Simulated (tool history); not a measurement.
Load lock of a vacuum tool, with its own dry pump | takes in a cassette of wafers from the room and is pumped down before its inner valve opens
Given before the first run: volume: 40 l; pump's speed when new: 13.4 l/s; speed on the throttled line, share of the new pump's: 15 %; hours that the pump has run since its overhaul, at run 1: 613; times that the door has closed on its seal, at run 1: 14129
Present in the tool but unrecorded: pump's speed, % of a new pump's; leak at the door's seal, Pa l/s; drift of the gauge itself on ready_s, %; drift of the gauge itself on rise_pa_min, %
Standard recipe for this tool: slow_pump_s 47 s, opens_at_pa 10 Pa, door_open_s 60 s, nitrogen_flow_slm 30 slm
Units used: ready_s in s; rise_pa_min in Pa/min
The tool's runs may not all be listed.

| run | hour | slow_pump_s | opens_at_pa | door_open_s | nitrogen_flow_slm | hours that the pump has run since its overhaul | times that the door has closed on its seal | incoming humidity of the room's air, % | ready_s | rise_pa_min |
|---|---|---|---|---|---|---|---|---|---|---|
| 1 | 0 | 47 | 10 | 60 | 30 | 613 | 14129 | 42.6 | 67.8 | 0.071 |
| 2 | 135.6 | 47 | 10 | 60 | 30 | 749 | 14450 | 44.5 | 68.5 | 0.073 |
| 3 | 238.6 | 47 | 10 | 60 | 30 | 851 | 14694 | 44.3 | 67 | 0.063 |
| 4 | 414.2 | 47 | 10 | 60 | 30 | 1027 | 15109 | 46.2 | 67.5 | 0.071 |
| 5 | 548.8 | 47 | 10 | 60 | 30 | 1162 | 15428 | 45.8 | 67.4 | 0.071 |
| 6 | 699.9 | 47 | 10 | 60 | 30 | 1313 | 15785 | 45.6 | 67.4 | 0.074 |
| 7 | 824.4 | 47 | 10 | 60 | 30 | 1437 | 16080 | 43.6 | 67.8 | 0.067 |
| 8 | 956 | 47 | 10 | 60 | 30 | 1569 | 16391 | 44.7 | 67.4 | 0.074 |
| 9 | 1145.3 | 61 | 10 | 218 | 40 | 1758 | 16839 | 45.8 | 79.8 | 0.089 |
| 10 | 1301.4 | 47 | 10 | 60 | 43 | 1914 | 17208 | 46.7 | 67.8 | 0.071 |
| 11 | 1486.2 | 31 | 10 | 82 | 40 | 2099 | 17645 | 45.9 | 54.3 | 0.084 |
| 12 | 1584 | 47 | 17 | 60 | 30 | 2197 | 17876 | 45.1 | 67.1 | 0.072 |
| 13 | 1706 | 27 | 13 | 148 | 36 | 2319 | 18165 | 44.2 | 50.3 | 0.088 |
| 14 | 1802.5 | 47 | 15 | 74 | 30 | 2415 | 18393 | 44.8 | 66.6 | 0.085 |

A few steps of rise_pa_min between consecutive runs. Split each: what settings, incoming material and random variation would produce without the hidden state, and what is left over for the hidden state, along with gauge scatter present in only one of the two compared results (measured, and without hidden state):
Run 1 -> 2: no setting changed, nothing entered. rise_pa_min +0.002 Pa/min: hidden state +0.001, all else +0.001.
Run 9 -> 10: slow_pump_s 61 -> 47, door_open_s 218 -> 60, nitrogen_flow_slm 40 -> 43. rise_pa_min -0.018 Pa/min: hidden state +0.001, all else -0.019.

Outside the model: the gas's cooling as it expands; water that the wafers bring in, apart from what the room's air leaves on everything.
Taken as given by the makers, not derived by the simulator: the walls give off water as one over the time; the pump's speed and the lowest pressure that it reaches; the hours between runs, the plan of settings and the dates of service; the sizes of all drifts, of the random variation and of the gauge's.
